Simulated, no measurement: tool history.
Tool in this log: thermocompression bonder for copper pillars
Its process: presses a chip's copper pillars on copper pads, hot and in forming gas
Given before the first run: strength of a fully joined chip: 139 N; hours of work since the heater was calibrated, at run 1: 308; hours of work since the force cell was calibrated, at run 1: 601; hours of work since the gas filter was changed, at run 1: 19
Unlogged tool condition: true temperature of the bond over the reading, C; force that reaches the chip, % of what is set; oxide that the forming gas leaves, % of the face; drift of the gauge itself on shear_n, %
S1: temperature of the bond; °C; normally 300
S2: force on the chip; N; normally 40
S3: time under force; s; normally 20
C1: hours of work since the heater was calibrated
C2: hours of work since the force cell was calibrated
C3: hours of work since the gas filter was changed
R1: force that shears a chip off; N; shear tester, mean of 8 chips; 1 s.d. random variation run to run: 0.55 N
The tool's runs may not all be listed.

{"run": 1, "hour": 0.0, "S1": 300, "S2": 40, "S3": 20, "C1": 308, "C2": 601, "C3": 19, "R1": 105.4}
{"run": 2, "hour": 16.1, "S1": 300, "S2": 26, "S3": 20, "C1": 318, "C2": 611, "C3": 29, "R1": 77.6}
{"run": 3, "hour": 27.3, "S1": 300, "S2": 26, "S3": 20, "C1": 325, "C2": 619, "C3": 36, "R1": 78.0}
{"run": 4, "hour": 40.6, "S1": 300, "S2": 30, "S3": 20, "C1": 334, "C2": 627, "C3": 45, "R1": 86.2}
{"run": 5, "hour": 50.5, "S1": 300, "S2": 38, "S3": 20, "C1": 340, "C2": 633, "C3": 51, "R1": 101.0}
{"run": 6, "hour": 59.9, "S1": 300, "S2": 38, "S3": 20, "C1": 346, "C2": 639, "C3": 57, "R1": 100.3}
{"run": 7, "hour": 69.7, "S1": 300, "S2": 38, "S3": 20, "C1": 352, "C2": 646, "C3": 63, "R1": 101.3}
{"run": 8, "hour": 82.5, "S1": 300, "S2": 38, "S3": 20, "C1": 360, "C2": 654, "C3": 72, "R1": 99.8}
{"run": 9, "hour": 95.3, "S1": 300, "S2": 38, "S3": 20, "C1": 369, "C2": 662, "C3": 80, "R1": 100.0}
{"run": 10, "hour": 109.0, "S1": 300, "S2": 38, "S3": 20, "C1": 377, "C2": 671, "C3": 89, "R1": 100.0}
{"run": 11, "hour": 115.6, "S1": 277, "S2": 40, "S3": 20, "C1": 381, "C2": 675, "C3": 93, "R1": 88.2}
{"run": 12, "hour": 130.0, "S1": 300, "S2": 40, "S3": 20, "C1": 391, "C2": 684, "C3": 102, "R1": 102.7}
{"run": 13, "hour": 144.9, "S1": 300, "S2": 40, "S3": 20, "C1": 400, "C2": 694, "C3": 112, "R1": 101.2}
{"run": 14, "hour": 160.9, "S1": 300, "S2": 40, "S3": 20, "C1": 410, "C2": 704, "C3": 122, "R1": 101.3}
{"hour": 163.1, "done": "force cell calibrated"}
{"run": 15, "hour": 175.4, "S1": 300, "S2": 40, "S3": 20, "C1": 419, "C2": 8, "C3": 130, "R1": 101.9}
{"run": 16, "hour": 187.5, "S1": 300, "S2": 40, "S3": 20, "C1": 427, "C2": 16, "C3": 138, "R1": 101.9}
{"hour": 191.1, "done": "force cell calibrated, once more"}
{"run": 17, "hour": 200.7, "S1": 271, "S2": 40, "S3": 20, "C1": 434, "C2": 6, "C3": 145, "R1": 78.6}
{"run": 18, "hour": 210.7, "S1": 300, "S2": 40, "S3": 12, "C1": 440, "C2": 12, "C3": 152, "R1": 86.0}
{"run": 19, "hour": 223.9, "S1": 300, "S2": 40, "S3": 12, "C1": 449, "C2": 21, "C3": 160, "R1": 85.3}
{"run": 20, "hour": 233.5, "S1": 300, "S2": 40, "S3": 29, "C1": 455, "C2": 27, "C3": 166, "R1": 104.7}
{"run": 21, "hour": 243.8, "S1": 300, "S2": 40, "S3": 29, "C1": 462, "C2": 34, "C3": 173, "R1": 103.5}
{"run": 22, "hour": 256.7, "S1": 300, "S2": 40, "S3": 29, "C1": 470, "C2": 42, "C3": 181, "R1": 103.7}
{"run": 23, "hour": 270.2, "S1": 324, "S2": 39, "S3": 27, "C1": 478, "C2": 51, "C3": 190, "R1": 111.8}
{"run": 24, "hour": 283.3, "S1": 284, "S2": 44, "S3": 29, "C1": 487, "C2": 59, "C3": 198, "R1": 99.2}
{"run": 25, "hour": 297.8, "S1": 284, "S2": 44, "S3": 29, "C1": 496, "C2": 68, "C3": 207, "R1": 98.8}
{"run": 26, "hour": 304.5, "S1": 287, "S2": 59, "S3": 20, "C1": 500, "C2": 72, "C3": 212, "R1": 107.3}
{"run": 27, "hour": 317.0, "S1": 287, "S2": 59, "S3": 20, "C1": 508, "C2": 81, "C3": 220, "R1": 106.7}
{"run": 28, "hour": 331.3, "S1": 273, "S2": 41, "S3": 15, "C1": 518, "C2": 90, "C3": 229, "R1": 72.1}
{"run": 29, "hour": 345.2, "S1": 273, "S2": 41, "S3": 15, "C1": 526, "C2": 99, "C3": 238, "R1": 72.5}
{"hour": 350.1, "done": "forming gas filter changed"}
{"run": 30, "hour": 353.5, "S1": 300, "S2": 48, "S3": 20, "C1": 531, "C2": 104, "C3": 2, "R1": 116.4}
{"run": 31, "hour": 365.2, "S1": 292, "S2": 24, "S3": 20, "C1": 539, "C2": 111, "C3": 10, "R1": 68.1}
{"run": 32, "hour": 373.1, "S1": 292, "S2": 25, "S3": 13, "C1": 544, "C2": 116, "C3": 15, "R1": 60.5}
{"run": 33, "hour": 381.4, "S1": 289, "S2": 42, "S3": 13, "C1": 549, "C2": 121, "C3": 20, "R1": 90.8}
{"run": 34, "hour": 389.9, "S1": 318, "S2": 36, "S3": 37, "C1": 555, "C2": 127, "C3": 25, "R1": 120.2}
{"run": 35, "hour": 403.3, "S1": 318, "S2": 36, "S3": 37, "C1": 563, "C2": 135, "C3": 34, "R1": 120.4}
{"run": 36, "hour": 411.2, "S1": 304, "S2": 49, "S3": 37, "C1": 568, "C2": 140, "C3": 39, "R1": 126.0}
{"run": 37, "hour": 419.7, "S1": 311, "S2": 43, "S3": 37, "C1": 574, "C2": 146, "C3": 44, "R1": 123.4}

Run by run, hidden condition taken away, random variation retained:
run=1 R1=101.7
run=2 R1=73.7
run=3 R1=74.3
run=4 R1=82.8
run=5 R1=98.4
run=6 R1=97.9
run=7 R1=99.1
run=8 R1=97.9
run=9 R1=98.5
run=10 R1=98.8
run=11 R1=86.1
run=12 R1=102.3
run=13 R1=101.2
run=14 R1=101.7
run=15 R1=101.8
run=16 R1=102.1
run=17 R1=81.0
run=18 R1=89.5
run=19 R1=89.1
run=20 R1=110.8
run=21 R1=110.0
run=22 R1=110.6
run=23 R1=120.7
run=24 R1=106.0
run=25 R1=106.1
run=26 R1=116.3
run=27 R1=116.0
run=28 R1=76.6
run=29 R1=77.2
run=30 R1=113.0
run=31 R1=64.3
run=32 R1=57.0
run=33 R1=87.0
run=34 R1=118.8
run=35 R1=119.3
run=36 R1=126.0
run=37 R1=123.4
